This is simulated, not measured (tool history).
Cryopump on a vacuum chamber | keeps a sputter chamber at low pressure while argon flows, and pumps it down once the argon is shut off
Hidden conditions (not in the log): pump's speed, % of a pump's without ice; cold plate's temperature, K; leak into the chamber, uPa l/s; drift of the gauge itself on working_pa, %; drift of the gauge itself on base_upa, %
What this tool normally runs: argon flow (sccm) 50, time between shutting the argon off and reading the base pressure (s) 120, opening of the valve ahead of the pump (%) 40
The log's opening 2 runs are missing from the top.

| run | hour | argon flow (sccm) | time between shutting the argon off and reading the base pressure (s) | opening of the valve ahead of the pump (%) | hours of work since the pump was warmed up and emptied | hours of work since the cold head was overhauled | hours of work since the chamber's fittings were tightened | pressure while argon flows (Pa) | pressure after the wait (uPa) |
|---|---|---|---|---|---|---|---|---|---|
| 3 | 77.9 | 50 | 120 | 40 | 435 | 1074 | 749 | 0.1227 | 0.5 |
| 4 | 108.2 | 50 | 120 | 40 | 459 | 1098 | 774 | 0.1228 | 0.49 |
| 5 | 145.7 | 50 | 120 | 40 | 490 | 1129 | 804 | 0.1237 | 0.5 |
| 6 | 181.5 | 50 | 120 | 40 | 519 | 1158 | 833 | 0.1243 | 0.51 |
| 7 | 217.1 | 50 | 120 | 40 | 548 | 1187 | 862 | 0.124 | 0.52 |
| 8 | 264.8 | 50 | 120 | 40 | 587 | 1226 | 901 | 0.124 | 0.51 |
| 9 | 309.3 | 50 | 120 | 21 | 623 | 1262 | 937 | 0.2317 | 0.51 |
|  | 334.6 | pump warmed up, emptied and cooled again |
| 10 | 341.4 | 50 | 89 | 40 | 6 | 1284 | 959 | 0.1182 | 0.56 |
| 11 | 377.6 | 50 | 89 | 40 | 35 | 1313 | 989 | 0.118 | 0.53 |
| 12 | 422.2 | 50 | 89 | 40 | 71 | 1350 | 1025 | 0.118 | 0.56 |
| 13 | 463 | 50 | 120 | 40 | 104 | 1383 | 1058 | 0.1194 | 0.49 |
| 14 | 503.9 | 50 | 68 | 40 | 138 | 1416 | 1092 | 0.1189 | 0.67 |
| 15 | 539.9 | 50 | 68 | 40 | 167 | 1445 | 1121 | 0.1191 | 0.66 |
| 16 | 581.1 | 50 | 120 | 40 | 201 | 1479 | 1154 | 0.1196 | 0.53 |
| 17 | 619.8 | 50 | 120 | 35 | 232 | 1510 | 1186 | 0.1377 | 0.55 |

Run 18 has not been measured yet. What should we expect?
| 18 | 673.1 | 25 | 120 | 39 | 275 | 1554 | 1229 | ? | ? |

{"run 18": {"pressure while argon flows (Pa)": 0.062, "pressure after the wait (uPa)": 0.53}}
If the tool had no hidden condition, the same run with the same run-to-run variation would have returned pressure while argon flows (Pa) 0.0605, pressure after the wait (uPa) 0.37.
